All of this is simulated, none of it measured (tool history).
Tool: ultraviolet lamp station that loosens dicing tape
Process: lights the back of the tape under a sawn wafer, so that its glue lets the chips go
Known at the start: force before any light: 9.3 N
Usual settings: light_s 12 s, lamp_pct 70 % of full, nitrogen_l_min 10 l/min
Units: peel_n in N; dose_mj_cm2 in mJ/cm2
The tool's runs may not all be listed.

run	hour	light_s	lamp_pct	nitrogen_l_min	peel_n	dose_mj_cm2
1	0	12	70	10	1.835	356
2	16.2	12	70	10	1.957	354
3	40.1	12	70	10	1.882	348
4	55.6	12	70	10	1.908	349
5	68.6	12	70	10	1.934	352
6	86.2	12	70	10	1.946	343
7	109.3	12	70	10	2.01	342
8	128.3	12	70	10	2.033	333
9	140.9	12	70	10	2.101	331
10	154.7	12	70	10	2.082	331
11	172.3	12	70	10	2.047	329
12	191.5	12	70	10	2.135	324
13	205.6	12	70	10	2.094	329
14	224.6	12	66	10	2.392	302
# hour 227.3: window cleaned of glue's vapour
15	248.3	12	66	5	3.369	292
16	269.3	12	66	5	3.494	286
17	294.1	15	70	6	2.358	376
18	305.3	8	70	10	3.691	202
19	330.3	12	90	6	2.299	380
20	346.1	10	70	4	4.276	241
21	365.5	18	63	5	2.347	397
# hour 372.9: window cleaned of glue's vapour, once more
22	382.2	21	97	12	0.278	815
23	402.9	21	97	4	0.837	806
24	425.7	21	97	4	0.854	796
25	449.7	19	69	11	0.909	500
# hour 454.4: lamp changed
26	471.8	19	69	11	0.354	745
27	482.3	8	73	11	1.934	335
28	500.8	8	85	3	3.31	384

5 ways to go on from here, each from the tool as it stands after run 28. What would each give?
A	515.9	12	80	9	?	?
B	515.9	7	62	14	?	?
C	515.9	11	70	10	?	?
D	515.9	9	70	10	?	?
E	515.9	8	96	14	?	?

run	peel_n	dose_mj_cm2
A	0.903	537
B	2.737	243
C	1.298	434
D	1.931	354
E	1.063	436
Without the tool's hidden state the same runs would have given:
run	peel_n	dose_mj_cm2
A	0.799	567
B	2.553	257
C	1.17	459
D	1.769	374
E	0.948	460
